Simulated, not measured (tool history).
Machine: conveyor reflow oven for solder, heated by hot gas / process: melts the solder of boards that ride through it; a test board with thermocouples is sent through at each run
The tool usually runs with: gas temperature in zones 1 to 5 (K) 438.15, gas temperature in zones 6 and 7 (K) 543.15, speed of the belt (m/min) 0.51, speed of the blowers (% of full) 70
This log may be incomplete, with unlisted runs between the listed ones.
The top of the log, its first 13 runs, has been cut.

| run | hour | gas temperature in zones 1 to 5 (K) | gas temperature in zones 6 and 7 (K) | speed of the belt (m/min) | speed of the blowers (% of full) | hours of work since the flux was cleaned out | hours of work since the belt drive was overhauled | hours of work since the thermocouples were changed | highest temperature of the board (K) | time above the solder's melting point (s) |
|---|---|---|---|---|---|---|---|---|---|---|
| 14 | 778.1 | 438.15 | 543.15 | 0.555 | 80 | 442 | 1083 | 1320 | 520.95 | 43.9 |
|  | 802.3 | flux residue cleaned out of gas plates and filters |
| 15 | 824.8 | 438.15 | 543.15 | 0.555 | 80 | 12 | 1105 | 1343 | 524.75 | 47.1 |
| 16 | 899.6 | 438.15 | 543.15 | 0.555 | 80 | 53 | 1146 | 1383 | 524.15 | 46.3 |
|  | 966.9 | thermocouples of zones 6 and 7 changed |
| 17 | 983.4 | 438.15 | 543.15 | 0.555 | 80 | 97 | 1190 | 9 | 527.65 | 49.2 |
| 18 | 1038.9 | 438.15 | 549.15 | 0.554 | 70 | 127 | 1220 | 39 | 531.45 | 50.6 |
|  | 1049.8 | belt drive overhauled, speed set with a stopwatch |
| 19 | 1117.2 | 438.15 | 543.15 | 0.51 | 50 | 167 | 37 | 79 | 525.25 | 52.5 |
| 20 | 1177.4 | 438.15 | 543.15 | 0.51 | 50 | 200 | 69 | 112 | 524.15 | 52.4 |
| 21 | 1262.8 | 438.15 | 536.15 | 0.51 | 72 | 246 | 115 | 158 | 522.85 | 53.3 |
| 22 | 1303.8 | 437.15 | 542.15 | 0.51 | 66 | 269 | 138 | 181 | 527.25 | 54.5 |
| 23 | 1392.5 | 437.15 | 533.15 | 0.512 | 60 | 317 | 186 | 229 | 516.35 | 45.8 |
|  | 1429.4 | belt drive overhauled, speed set with a stopwatch, once more |
| 24 | 1486.7 | 437.15 | 533.15 | 0.53 | 73 | 366 | 31 | 278 | 515.35 | 40.7 |
| 25 | 1577.2 | 437.15 | 556.15 | 0.556 | 73 | 415 | 80 | 327 | 533.35 | 48.8 |
|  | 1653.8 | flux residue cleaned out of gas plates and filters |
| 26 | 1672.2 | 437.15 | 556.15 | 0.556 | 73 | 10 | 129 | 375 | 536.25 | 51.5 |
| 27 | 1736.6 | 437.15 | 556.15 | 0.556 | 73 | 45 | 164 | 410 | 536.05 | 52 |
| 28 | 1784.2 | 437.15 | 556.15 | 0.556 | 73 | 71 | 190 | 436 | 535.35 | 52.2 |
| 29 | 1869.8 | 437.15 | 556.15 | 0.556 | 73 | 117 | 236 | 483 | 535.25 | 51.2 |
| 30 | 1912.7 | 438.15 | 557.15 | 0.51 | 70 | 140 | 259 | 506 | 538.55 | 58.5 |
| 31 | 1964.7 | 450.15 | 545.15 | 0.51 | 70 | 169 | 288 | 534 | 529.75 | 56.6 |

3 options for the next run, each taken on its own from the tool as it stands now. Forecast them:
| A | 2026.5 | 437.15 | 548.15 | 0.51 | 70 | 202 | 321 | 568 | ? | ? |
| B | 2026.5 | 431.15 | 549.15 | 0.51 | 55 | 202 | 321 | 568 | ? | ? |
| C | 2026.5 | 450.15 | 546.15 | 0.516 | 73 | 202 | 321 | 568 | ? | ? |

| run | highest temperature of the board (K) | time above the solder's melting point (s) |
|---|---|---|
| A | 529.95 | 52.7 |
| B | 525.95 | 49.5 |
| C | 530.55 | 57.7 |
Stripped of hidden state, with their random variation kept, the same runs would have yielded:
| run | highest temperature of the board (K) | time above the solder's melting point (s) |
|---|---|---|
| A | 532.95 | 54.1 |
| B | 528.85 | 51.1 |
| C | 533.45 | 58.8 |

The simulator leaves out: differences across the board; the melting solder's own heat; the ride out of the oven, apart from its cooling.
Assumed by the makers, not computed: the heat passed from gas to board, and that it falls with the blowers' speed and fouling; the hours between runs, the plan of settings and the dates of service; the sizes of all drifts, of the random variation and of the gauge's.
